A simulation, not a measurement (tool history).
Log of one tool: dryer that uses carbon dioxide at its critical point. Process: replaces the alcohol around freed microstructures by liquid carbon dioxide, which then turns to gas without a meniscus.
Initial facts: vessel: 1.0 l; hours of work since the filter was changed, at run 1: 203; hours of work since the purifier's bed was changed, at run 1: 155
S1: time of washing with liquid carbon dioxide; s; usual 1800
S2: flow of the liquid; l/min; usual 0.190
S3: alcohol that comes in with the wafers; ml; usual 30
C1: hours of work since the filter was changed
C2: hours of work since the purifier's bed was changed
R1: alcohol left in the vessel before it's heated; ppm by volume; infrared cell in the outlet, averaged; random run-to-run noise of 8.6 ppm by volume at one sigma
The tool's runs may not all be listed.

run     day    S1     S2  S3   C1   C2    R1
  1   0.000  1800  0.190  30  203  155   678
  2   1.288  1560  0.190  30  223  175  1159
      1.538  -- inlet filter changed
  3   3.646  1560  0.190  30   33  212   886
  4   5.221  1560  0.190  30   58  237   939
  5   6.888  1560  0.190  30   84  263   985
  6   8.533  1800  0.190  30  110  289   623
  7   9.588  1800  0.146  30  126  305  1539
  8  10.708  1800  0.146  30  144  323  1543
  9  12.096  1800  0.146  30  166  345  1617
 10  13.308  1800  0.291  82  185  364   276
 11  14.317  1380  0.190  92  201  379  4863
     15.888  -- inlet filter changed
 12  16.050  1380  0.190  92    3  406  3896
 13  18.200  1380  0.190  92   36  440  4103
 14  19.488  1380  0.190  92   57  460  4164
 15  21.388  1380  0.269  93   86  490  1266

Consider 5 possible next runs. They are alternatives, not a sequence: every one starts from the tool as it was left by run 15. What does each give?
  A  22.683  2160  0.269   93  107  510   ?
  B  22.683  2280  0.232  109  107  510   ?
  C  22.683  1380  0.255  107  107  510   ?
  D  22.683  1560  0.269   53  107  510   ?
  E  22.683  1920  0.129   93  107  510   ?

run    R1
  A   218
  B   339
  C  1812
  D   504
  E  5620
Stripped of hidden state, with their random variation kept, the same runs would have yielded:
run    R1
  A    83
  B   174
  C  1390
  D   317
  E  4773
